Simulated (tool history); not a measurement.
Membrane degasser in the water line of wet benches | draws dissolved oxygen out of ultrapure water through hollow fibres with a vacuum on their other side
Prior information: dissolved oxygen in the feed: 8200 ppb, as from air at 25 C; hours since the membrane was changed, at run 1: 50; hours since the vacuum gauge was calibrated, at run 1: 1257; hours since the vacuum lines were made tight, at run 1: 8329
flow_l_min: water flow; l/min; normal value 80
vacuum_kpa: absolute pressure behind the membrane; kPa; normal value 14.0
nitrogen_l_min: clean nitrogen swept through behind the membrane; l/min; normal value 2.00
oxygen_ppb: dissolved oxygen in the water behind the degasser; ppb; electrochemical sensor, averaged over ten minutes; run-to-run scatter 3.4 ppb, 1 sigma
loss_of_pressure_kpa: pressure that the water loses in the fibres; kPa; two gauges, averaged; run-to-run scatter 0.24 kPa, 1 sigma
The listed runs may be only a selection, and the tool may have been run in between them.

| run | hour | flow_l_min | vacuum_kpa | nitrogen_l_min | hours since the membrane was changed | hours since the vacuum gauge was calibrated | hours since the vacuum lines were made tight | oxygen_ppb | loss_of_pressure_kpa |
|---|---|---|---|---|---|---|---|---|---|
| 1 | 0.0 | 80 | 14.0 | 2.00 | 50 | 1257 | 8329 | 802.8 | 60.30 |
| 2 | 33.3 | 80 | 14.0 | 2.00 | 83 | 1290 | 8362 | 795.6 | 60.88 |
| 3 | 67.2 | 80 | 14.0 | 2.00 | 117 | 1324 | 8396 | 796.4 | 60.19 |
| 4 | 101.2 | 80 | 14.0 | 2.00 | 151 | 1358 | 8430 | 796.2 | 60.33 |
| 5 | 139.3 | 80 | 14.0 | 2.00 | 189 | 1396 | 8468 | 803.6 | 60.99 |
| 6 | 172.2 | 80 | 14.0 | 2.00 | 222 | 1429 | 8501 | 806.8 | 60.69 |
| 7 | 218.7 | 80 | 14.0 | 2.00 | 269 | 1475 | 8547 | 799.1 | 60.27 |
| 8 | 250.1 | 80 | 14.0 | 2.00 | 300 | 1507 | 8579 | 803.0 | 60.82 |
| 9 | 285.5 | 51 | 14.0 | 2.00 | 335 | 1542 | 8614 | 568.7 | 38.37 |
| 10 | 325.7 | 51 | 14.0 | 2.00 | 376 | 1582 | 8654 | 567.9 | 38.81 |
| 11 | 346.2 | 51 | 14.0 | 2.00 | 396 | 1603 | 8675 | 564.7 | 38.59 |
| 12 | 396.8 | 51 | 14.0 | 2.46 | 447 | 1653 | 8725 | 478.3 | 38.96 |
| 13 | 437.2 | 80 | 14.0 | 5.10 | 487 | 1694 | 8766 | 375.1 | 60.32 |
| 14 | 479.7 | 51 | 14.0 | 2.00 | 530 | 1736 | 8808 | 564.1 | 38.64 |
| 15 | 507.6 | 92 | 14.0 | 2.00 | 557 | 1764 | 8836 | 889.8 | 69.71 |
| 16 | 555.4 | 92 | 14.0 | 2.00 | 605 | 1812 | 8884 | 884.4 | 69.80 |
| 17 | 578.8 | 92 | 14.0 | 2.00 | 629 | 1835 | 8907 | 889.2 | 69.94 |
| 18 | 599.6 | 92 | 14.0 | 2.00 | 649 | 1856 | 8928 | 885.9 | 70.06 |
| 19 | 620.2 | 128 | 11.3 | 1.65 | 670 | 1877 | 8949 | 997.9 | 96.98 |
| 20 | 655.8 | 128 | 11.3 | 0.95 | 706 | 1912 | 8984 | 1346.2 | 97.03 |
| 21 | 688.1 | 128 | 9.9 | 0.95 | 738 | 1945 | 9017 | 1143.3 | 97.66 |
| 22 | 719.9 | 128 | 9.9 | 0.95 | 770 | 1977 | 9049 | 1136.3 | 96.62 |

What will run 23 give?
| 23 | 743.7 | 128 | 9.9 | 0.95 | 794 | 2000 | 9072 | ? | ? |

oxygen_ppb: 1138.9 ppb
loss_of_pressure_kpa: 97.75 kPa
On a tool with no hidden condition, and with the same random variation, this run would have come out at oxygen_ppb 1139.9 ppb, loss_of_pressure_kpa 97.39 kPa.
